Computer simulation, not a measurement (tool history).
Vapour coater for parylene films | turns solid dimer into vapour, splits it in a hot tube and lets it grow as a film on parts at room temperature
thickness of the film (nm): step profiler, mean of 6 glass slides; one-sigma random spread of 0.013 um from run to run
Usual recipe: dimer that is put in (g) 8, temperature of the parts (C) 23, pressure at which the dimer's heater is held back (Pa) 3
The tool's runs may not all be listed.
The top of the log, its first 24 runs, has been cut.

run     day  dimer that is put in (g)  temperature of the parts (C)  pressure at which the dimer's heater is held back (Pa)  thickness of the film (nm)
 25  21.058                         4                            33                                                    9.86                         400
 26  21.871                        11                            21                                                       3                        1810
 27  22.421                         8                            21                                                    3.27                        1300
 28  22.946                         8                            21                                                    3.27                        1280
 29  24.029                        10                            28                                                    5.72                        1210
 30  24.854                        10                            28                                                    5.72                        1220
 31  25.379                        10                            21                                                    2.44                        1680
 32  26.488                        10                            21                                                    2.44                        1680
 33  27.358                         8                            23                                                    7.23                        1130
 34   27.85                         7                            23                                                    7.23                         960
 35  28.508                         7                            23                                                    7.23                         970
 36  29.542                         7                            23                                                    7.23                         990
 37  30.008                         8                            33                                                   11.32                         780
 38   30.65                         8                            25                                                   11.32                        1000
 39  31.542                         8                            25                                                   11.32                         990
 40  32.229                         8                            25                                                   11.32                         980
 41  32.779                         8                            25                                                   11.32                         970
 42   33.25                         9                            23                                                    6.39                        1250

Below are 5 alternative next runs, each starting from the tool's condition after run 42. Predict each:
  A  33.762                         8                            19                                                    8.53                           ?
  B  33.762                         9                            23                                                    7.48                           ?
  C  33.762                         8                            23                                                    2.44                           ?
  D  33.762                         6                            23                                                       3                           ?
  E  33.762                         4                            17                                                     2.2                           ?

run  thickness of the film (nm)
  A                        1220
  B                        1240
  C                        1250
  D                         910
  E                         760
Without the tool's unlogged condition, the same runs would have read:
run  thickness of the film (nm)
  A                        1270
  B                        1300
  C                        1300
  D                         950
  E                         790
